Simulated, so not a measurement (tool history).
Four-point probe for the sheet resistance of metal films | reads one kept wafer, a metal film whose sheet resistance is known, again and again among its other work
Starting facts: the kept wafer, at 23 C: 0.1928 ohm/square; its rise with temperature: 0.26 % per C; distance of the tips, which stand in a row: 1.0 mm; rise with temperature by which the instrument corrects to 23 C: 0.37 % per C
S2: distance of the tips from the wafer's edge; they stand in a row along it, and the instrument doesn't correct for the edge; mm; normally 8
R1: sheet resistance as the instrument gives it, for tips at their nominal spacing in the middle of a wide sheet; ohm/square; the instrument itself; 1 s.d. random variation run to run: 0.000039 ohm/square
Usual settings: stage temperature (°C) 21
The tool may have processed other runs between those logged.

{"run": 1, "day": 0.0, "stage temperature (°C)": 21, "S2": 8, "R1": 0.195005}
{"run": 2, "day": 0.629, "stage temperature (°C)": 21, "S2": 8, "R1": 0.195059}
{"run": 3, "day": 0.946, "stage temperature (°C)": 21, "S2": 8, "R1": 0.195042}
{"run": 4, "day": 1.517, "stage temperature (°C)": 21, "S2": 8, "R1": 0.195023}
{"run": 5, "day": 2.175, "stage temperature (°C)": 30, "S2": 8, "R1": 0.193277}
{"run": 6, "day": 2.675, "stage temperature (°C)": 21, "S2": 8, "R1": 0.195074}
{"run": 7, "day": 3.217, "stage temperature (°C)": 21, "S2": 8, "R1": 0.195026}
{"run": 8, "day": 3.838, "stage temperature (°C)": 22, "S2": 8, "R1": 0.194878}
{"run": 9, "day": 4.183, "stage temperature (°C)": 22, "S2": 8, "R1": 0.194901}
{"run": 10, "day": 4.8, "stage temperature (°C)": 22, "S2": 8, "R1": 0.194866}
{"run": 11, "day": 5.125, "stage temperature (°C)": 22, "S2": 8, "R1": 0.194867}
{"run": 12, "day": 5.496, "stage temperature (°C)": 21, "S2": 7, "R1": 0.19555}
{"run": 13, "day": 5.854, "stage temperature (°C)": 21, "S2": 7, "R1": 0.195598}
{"run": 14, "day": 6.429, "stage temperature (°C)": 21, "S2": 7, "R1": 0.195494}
{"day": 6.504, "done": "stage's thermometer calibrated"}
{"run": 15, "day": 7.071, "stage temperature (°C)": 33, "S2": 7, "R1": 0.193201}
{"run": 16, "day": 7.579, "stage temperature (°C)": 26, "S2": 8, "R1": 0.194092}
{"run": 17, "day": 8.062, "stage temperature (°C)": 26, "S2": 49, "R1": 0.192559}
{"day": 8.212, "done": "stage's thermometer calibrated, once more"}
{"run": 18, "day": 8.492, "stage temperature (°C)": 27, "S2": 28, "R1": 0.192438}
{"run": 19, "day": 8.971, "stage temperature (°C)": 24, "S2": 28, "R1": 0.192979}
{"run": 20, "day": 9.317, "stage temperature (°C)": 24, "S2": 28, "R1": 0.192983}

4 ways to go on from here, each from the tool as it stands after run 20. What would each give?
{"run": "A", "day": 9.825, "stage temperature (°C)": 30, "S2": 37, "R1": "?"}
{"run": "B", "day": 9.825, "stage temperature (°C)": 26, "S2": 11, "R1": "?"}
{"run": "C", "day": 9.825, "stage temperature (°C)": 21, "S2": 3, "R1": "?"}
{"run": "D", "day": 9.825, "stage temperature (°C)": 32, "S2": 46, "R1": "?"}

run=A R1=0.191752
run=B R1=0.193327
run=C R1=0.204388
run=D R1=0.191374
Take away the tool's hidden state, keep each run's random variation, and the runs would have read:
run=A R1=0.191493
run=B R1=0.193065
run=C R1=0.204112
run=D R1=0.191115
